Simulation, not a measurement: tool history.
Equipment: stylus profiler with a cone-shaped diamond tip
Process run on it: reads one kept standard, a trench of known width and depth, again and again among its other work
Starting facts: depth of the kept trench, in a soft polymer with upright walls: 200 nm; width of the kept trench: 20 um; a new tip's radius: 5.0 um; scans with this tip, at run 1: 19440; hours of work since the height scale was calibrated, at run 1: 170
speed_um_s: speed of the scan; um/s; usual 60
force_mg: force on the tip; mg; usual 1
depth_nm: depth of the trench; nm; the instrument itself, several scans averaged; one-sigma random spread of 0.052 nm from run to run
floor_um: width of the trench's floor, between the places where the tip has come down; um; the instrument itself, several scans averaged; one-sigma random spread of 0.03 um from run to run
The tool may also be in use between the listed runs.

run     day  speed_um_s  force_mg  scans with this tip  hours of work since the height scale was calibrated  depth_nm  floor_um
  1       0          60         1                19440                                                  170    200.75     15.48
  2     3.4          60         1                19851                                                  208    200.85     15.48
  3   5.629          60      2.03                20120                                                  232    201.31     15.47
  4   8.233          46      2.03                20436                                                  262    201.16     15.51
  5  11.062          46      2.03                20778                                                  293    201.25      15.5
  6  13.867         149         1                21117                                                  324    200.66     15.07
  7  18.192         149      1.17                21640                                                  373    200.92     15.03
  8  22.504         149      1.17                22161                                                  421     200.8     14.98
  9  26.312          60         1                22622                                                  463    200.78     15.26
 10  30.162          60      2.86                23087                                                  506    201.53     15.29
      30.55  -- height scale calibrated on a step standard
 11  34.688          60         1                23631                                                   46     200.8     15.24
 12  37.675          60         1                23993                                                   79    200.71     15.22
 13  41.542          60         1                24460                                                  123    200.65      15.2
     42.246  -- height scale calibrated on a step standard, once more
 14  44.429         128         1                24807                                                   24    200.73     14.92
 15  46.438         128         1                25050                                                   47    200.76     14.86
 16  50.838          22      0.37                25582                                                   96    200.31     15.21
 17  53.608          22      2.07                25917                                                  127    201.09      15.3
 18  56.812         120      2.07                26304                                                  162    201.02     14.96
 19  60.342         120      2.07                26731                                                  202    201.18     14.97
 20  63.546          43      0.39                27118                                                  237    200.31     14.97
 21    67.8         198      0.65                27633                                                  285    200.45      14.3
 22  70.667         198      0.65                27979                                                  317    200.43     14.33
 23  74.467         198      0.65                28439                                                  359    200.41      14.3
 24  77.396         198      0.65                28793                                                  392     200.4     14.26
 25  81.154          59      0.73                29247                                                  434    200.44     14.93
 26  85.129         164       1.6                29728                                                  478     200.9     14.62
 27  89.358         164       1.6                30239                                                  525    200.89     14.63
 28  92.354          19      2.21                30602                                                  559    201.09     14.95
 29  96.429          19      2.21                31094                                                  604    201.08        15

How the hidden state differs across the entries between the runs, from the last listed run before each to the first after it:
Run 10 -> run 11: height scale calibrated on a step standard (day 30.55)
  radius of the tip, um: 12.91 -> 13.09; height scale over the true one, %: -0.028 -> -0.042
  the result without the hidden state subtracted from the measured one, depth_nm: -0.06 -> -0.09 nm; floor_um: -1.72 -> -1.76 um
Run 13 -> run 14: height scale calibrated on a step standard, once more (day 42.246)
  radius of the tip, um: 13.36 -> 13.47; height scale over the true one, %: -0.052 -> -0.04
  the result without the hidden state subtracted from the measured one, depth_nm: -0.11 -> -0.08 nm; floor_um: -1.8 -> -1.82 um
